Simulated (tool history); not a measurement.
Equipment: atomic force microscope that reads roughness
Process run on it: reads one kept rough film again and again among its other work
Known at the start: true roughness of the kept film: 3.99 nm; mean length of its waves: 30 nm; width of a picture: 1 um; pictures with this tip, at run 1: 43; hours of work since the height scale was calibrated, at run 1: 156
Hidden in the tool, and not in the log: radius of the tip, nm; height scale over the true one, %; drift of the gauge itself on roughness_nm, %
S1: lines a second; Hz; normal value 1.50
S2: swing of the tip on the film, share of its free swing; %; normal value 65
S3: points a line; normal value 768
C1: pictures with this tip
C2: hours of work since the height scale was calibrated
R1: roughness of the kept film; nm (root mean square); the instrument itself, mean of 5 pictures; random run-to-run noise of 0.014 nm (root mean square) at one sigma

run,day,S1,S2,S3,C1,C2,R1
1,0.000,1.50,65,768,43,156,3.214
2,0.425,1.50,65,768,54,161,3.164
3,1.033,1.50,65,768,69,168,3.090
4,1.400,1.50,65,768,79,172,3.059
5,1.750,1.50,65,768,88,176,2.981
# day 2.088: new tip fitted
6,2.412,1.50,65,768,9,183,3.396
7,2.896,1.50,65,768,21,189,3.297
8,3.646,0.90,65,768,41,197,3.225
9,4.242,0.90,65,682,56,204,3.155
10,4.738,1.69,65,682,69,209,3.044
11,5.362,1.69,65,664,85,217,2.962
12,5.679,1.50,65,768,93,220,2.961
# day 5.850: new tip fitted
13,6.425,1.50,65,768,15,228,3.324
14,7.171,1.50,65,768,34,237,3.240
15,7.558,1.50,65,768,44,241,3.170
16,8.117,1.50,65,768,59,248,3.086
17,8.683,1.50,65,768,74,254,3.032
18,9.108,0.96,65,768,85,259,3.006
# day 9.583: new tip fitted
19,9.817,0.96,65,768,6,267,3.462
20,10.183,0.96,65,768,16,271,3.383
21,10.621,0.96,65,768,27,276,3.320
22,11.108,0.96,65,768,40,281,3.232
23,11.621,0.96,65,768,53,287,3.203
24,12.158,0.96,65,768,67,293,3.110
25,12.771,3.87,65,768,83,300,2.886
26,13.121,1.50,65,768,92,304,2.970
# day 13.338: new tip fitted
27,13.538,1.50,65,768,5,309,3.379
28,14.008,2.29,82,747,17,314,3.048
29,14.712,0.54,69,343,36,322,3.225
30,15.246,1.70,68,270,49,328,3.083
31,15.829,1.70,68,411,65,335,3.062
32,16.471,0.87,65,768,81,342,3.053
33,16.858,0.87,65,768,91,346,3.010
# day 17.062: new tip fitted
34,17.508,0.86,72,768,11,353,3.375
35,17.962,0.86,72,768,23,359,3.294
36,18.596,0.85,65,768,40,366,3.238
37,18.942,0.85,65,768,49,370,3.191
38,19.358,2.24,76,420,59,374,2.932
39,20.012,1.54,77,503,76,382,2.919
40,20.338,1.50,74,984,85,386,2.925
# day 20.779: new tip fitted
41,20.992,1.50,65,416,5,393,3.368
42,21.567,1.50,81,396,20,399,3.169
43,22.283,1.03,81,396,39,407,3.138
44,22.738,2.22,73,768,50,413,3.042
45,23.204,2.22,73,768,63,418,2.981
46,23.550,2.96,60,355,71,422,2.982
47,23.917,2.96,60,535,81,426,2.970
48,24.317,1.15,68,768,91,430,2.960
# day 24.504: new tip fitted
49,24.696,1.15,87,294,5,435,3.259
50,25.346,2.87,59,741,21,442,3.260
51,25.754,1.11,72,356,32,447,3.229
52,26.358,1.50,76,343,48,453,3.056
53,26.812,1.50,76,343,59,459,3.024

What if the next run were any one of these 4? Each begins from the tool's condition after run 53:
A,27.146,0.91,71,906,68,462,?
B,27.146,0.80,60,768,68,462,?
C,27.146,1.42,76,343,68,462,?
D,27.146,1.57,62,574,68,462,?

run,R1
A,3.107
B,3.142
C,2.973
D,3.096
Without the tool's hidden state the same runs would have given:
run,R1
A,3.469
B,3.507
C,3.318
D,3.456
